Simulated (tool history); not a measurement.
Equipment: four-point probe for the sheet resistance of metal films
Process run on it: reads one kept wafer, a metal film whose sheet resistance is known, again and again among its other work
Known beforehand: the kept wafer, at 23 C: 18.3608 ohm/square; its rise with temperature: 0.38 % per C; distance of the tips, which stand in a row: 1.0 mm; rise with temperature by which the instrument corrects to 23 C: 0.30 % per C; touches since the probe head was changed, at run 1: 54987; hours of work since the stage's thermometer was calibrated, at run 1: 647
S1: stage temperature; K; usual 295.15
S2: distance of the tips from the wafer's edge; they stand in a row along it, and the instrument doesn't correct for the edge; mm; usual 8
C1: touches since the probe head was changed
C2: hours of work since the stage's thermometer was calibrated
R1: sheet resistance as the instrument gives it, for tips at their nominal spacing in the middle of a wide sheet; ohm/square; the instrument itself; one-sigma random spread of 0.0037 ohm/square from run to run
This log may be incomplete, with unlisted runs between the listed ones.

Run 1, hour 0: usual settings; C1 54987; C2 647. Result: R1 18.591971 ohm/square.
Run 2, hour 50.3: usual settings but S2 7 mm; C1 56558; C2 674. Result: R1 18.639117 ohm/square.
Run 3, hour 125.2: usual settings; C1 58900; C2 715. Result: R1 18.599696 ohm/square.
Run 4, hour 222: usual settings but S2 30 mm; C1 61926; C2 768. Result: R1 18.460418 ohm/square.
Run 5, hour 324.7: usual settings but S2 30 mm; C1 65135; C2 824. Result: R1 18.463746 ohm/square.
Run 6, hour 393.2: usual settings but S2 30 mm; C1 67274; C2 861. Result: R1 18.466865 ohm/square.
Run 7, hour 457.5: usual settings but S2 30 mm; C1 69285; C2 896. Result: R1 18.466734 ohm/square.
Run 8, hour 501.7: usual settings but S2 30 mm; C1 70667; C2 921. Result: R1 18.474802 ohm/square.
Run 9, hour 587.2: usual settings but S1 301.15 K; C1 73336; C2 967. Result: R1 18.712612 ohm/square.
Run 10, hour 643.1: usual settings but S1 301.15 K; C1 75085; C2 998. Result: R1 18.709294 ohm/square.
Run 11, hour 731.4: usual settings; C1 77843; C2 1046. Result: R1 18.627388 ohm/square.
Run 12, hour 776.9: usual settings; C1 79266; C2 1071. Result: R1 18.631029 ohm/square.
Run 13, hour 884.2: usual settings but S1 306.15 K; C1 82620; C2 1129. Result: R1 18.792884 ohm/square.
At hour 890.8: stage's thermometer calibrated.
Run 14, hour 958.1: usual settings but S1 306.15 K; C1 84914; C2 37. Result: R1 18.802186 ohm/square.
Run 15, hour 1021.1: usual settings but S1 306.15 K; C1 86882; C2 71. Result: R1 18.802535 ohm/square.
Run 16, hour 1105.8: usual settings but S1 306.15 K; C1 89530; C2 117. Result: R1 18.810683 ohm/square.
Run 17, hour 1197.9: usual settings but S1 306.15 K; C1 92405; C2 167. Result: R1 18.815958 ohm/square.
At hour 1255.7: stage's thermometer calibrated, once more.
Run 18, hour 1280.2: usual settings but S1 306.15 K; C1 94963; C2 13. Result: R1 18.805816 ohm/square.
Run 19, hour 1329.5: usual settings but S2 11 mm; C1 96503; C2 40. Result: R1 18.57273 ohm/square.
Run 20, hour 1405: usual settings but S2 11 mm; C1 98862; C2 81. Result: R1 18.575679 ohm/square.
Run 21, hour 1454.5: usual settings but S2 11 mm; C1 100409; C2 108. Result: R1 18.583342 ohm/square.
Run 22, hour 1503.3: usual settings but S2 11 mm; C1 101935; C2 135. Result: R1 18.582328 ohm/square.
Run 23, hour 1563.4: usual settings but S2 6 mm; C1 103815; C2 168. Result: R1 18.771133 ohm/square.
Run 24, hour 1651.1: usual settings but S2 6 mm; C1 106555; C2 216. Result: R1 18.777529 ohm/square.
Run 25, hour 1745.8: usual settings but S1 298.15 K, S2 5 mm; C1 109514; C2 267. Result: R1 18.943429 ohm/square.
Run 26, hour 1833: usual settings but S1 298.15 K, S2 74 mm; C1 112238; C2 315. Result: R1 18.557685 ohm/square.
Run 27, hour 1935.6: usual settings but S1 298.15 K, S2 74 mm; C1 115445; C2 371. Result: R1 18.565731 ohm/square.
Run 28, hour 1999.7: usual settings but S1 299.15 K, S2 12 mm; C1 117448; C2 406. Result: R1 18.642774 ohm/square.
Run 29, hour 2057.3: usual settings but S1 299.15 K, S2 12 mm; C1 119248; C2 437. Result: R1 18.650812 ohm/square.
Run 30, hour 2154.6: usual settings but S1 299.15 K, S2 12 mm; C1 122288; C2 490. Result: R1 18.653836 ohm/square.
Run 31, hour 2256.2: usual settings but S1 299.15 K, S2 12 mm; C1 125465; C2 546. Result: R1 18.658619 ohm/square.
Run 32, hour 2335.7: usual settings but S1 292.15 K, S2 5 mm; C1 127948; C2 589. Result: R1 18.881196 ohm/square.
Run 33, hour 2391.2: usual settings but S1 305.15 K, S2 75 mm; C1 129682; C2 619. Result: R1 18.68752 ohm/square.
Run 34, hour 2484.1: usual settings but S1 301.15 K, S2 58 mm; C1 132586; C2 670. Result: R1 18.636565 ohm/square.
Run 35, hour 2548.5: usual settings but S2 66 mm; C1 134597; C2 705. Result: R1 18.549484 ohm/square.
At hour 2606.6: new probe head fitted.
Run 36, hour 2606.6: usual settings but S1 305.15 K, S2 66 mm; C1 0; C2 736. Result: R1 18.562598 ohm/square.
Run 37, hour 2662.8: usual settings but S1 292.15 K, S2 27 mm; C1 1757; C2 767. Result: R1 18.393405 ohm/square.
Run 38, hour 2735.3: usual settings but S1 292.15 K, S2 27 mm; C1 4023; C2 807. Result: R1 18.390388 ohm/square.
Run 39, hour 2801.5: usual settings but S1 308.15 K, S2 34 mm; C1 6091; C2 843. Result: R1 18.616433 ohm/square.
Run 40, hour 2874.5: usual settings but S1 292.15 K, S2 13 mm; C1 8373; C2 882. Result: R1 18.445826 ohm/square.
Run 41, hour 2938: usual settings but S1 292.15 K, S2 13 mm; C1 10357; C2 917. Result: R1 18.452773 ohm/square.
Run 42, hour 3030.5: usual settings but S1 301.15 K, S2 17 mm; C1 13249; C2 968. Result: R1 18.559643 ohm/square.
Run 43, hour 3123.7: usual settings but S1 296.15 K, S2 5 mm; C1 16160; C2 1018. Result: R1 18.851494 ohm/square.
Run 44, hour 3202.1: usual settings but S1 296.15 K, S2 5 mm; C1 18611; C2 1061. Result: R1 18.849901 ohm/square.

Here are 3 independent what-if runs from the current tool condition. What would each one return?
Run A, hour 3274.5: usual settings but S2 67 mm; C1 20872; C2 1101. Result: R1 ?.
Run B, hour 3274.5: usual settings but S1 302.15 K; C1 20872; C2 1101. Result: R1 ?.
Run C, hour 3274.5: usual settings but S1 293.15 K; C1 20872; C2 1101. Result: R1 ?.

run         R1
  A  18.446973
  B  18.703988
  C  18.578194
Stripped of hidden state, with their random variation kept, the same runs would have yielded:
run         R1
  A  18.342113
  B  18.598072
  C  18.472544
